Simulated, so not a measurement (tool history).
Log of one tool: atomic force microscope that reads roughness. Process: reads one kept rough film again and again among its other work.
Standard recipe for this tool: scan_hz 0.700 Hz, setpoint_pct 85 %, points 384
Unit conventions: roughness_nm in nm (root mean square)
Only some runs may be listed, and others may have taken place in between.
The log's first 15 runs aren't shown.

run   hour  scan_hz  setpoint_pct  points  roughness_nm
 16  197.3    2.724            85     615         1.877
 17  211.0    2.724            85     615         1.848
 18  220.2    2.996            85     615         1.795
 19  237.7    2.996            85     615         1.763
 20  257.4    2.996            85     615         1.743
     274.6  -- new tip fitted
 21  276.6    2.287            59     615         2.417
 22  295.8    2.287            59     615         2.379
 23  309.3    1.183            69     865         2.315
 24  320.9    1.183            69     865         2.313
 25  337.3    1.183            69     865         2.290
 26  357.5    1.843            85     384         2.009
 27  370.8    0.885            85     384         2.141
 28  386.8    1.477            59     705         2.235
 29  396.3    2.470            74     705         2.008
 30  404.4    2.470            74     378         1.987
 31  422.5    1.859            65     589         2.099
 32  435.6    1.859            65     589         2.075
     443.2  -- new tip fitted
 33  447.4    1.495            65     975         2.402
 34  460.9    3.662            57     305         2.310
 35  477.8    3.662            57     305         2.292
 36  489.9    3.662            69     305         2.119
 37  502.1    1.054            78     353         2.244
 38  516.3    1.937            78     672         2.114
 39  530.0    1.937            78     672         2.071
 40  547.0    1.937            78     672         2.065

5 options for the next run, each taken on its own from the tool as it stands now. Forecast them:
  A  567.1    2.772            78     734             ?
  B  567.1    0.700            61     384             ?
  C  567.1    0.792            68     898             ?
  D  567.1    1.937            78     638             ?
  E  567.1    0.700            78     645             ?

run  roughness_nm
  A         1.924
  B         2.222
  C         2.211
  D         2.029
  E         2.172
With the hidden condition removed and each run's random variation left untouched, the same runs would have given:
run  roughness_nm
  A         2.144
  B         2.477
  C         2.464
  D         2.261
  E         2.422

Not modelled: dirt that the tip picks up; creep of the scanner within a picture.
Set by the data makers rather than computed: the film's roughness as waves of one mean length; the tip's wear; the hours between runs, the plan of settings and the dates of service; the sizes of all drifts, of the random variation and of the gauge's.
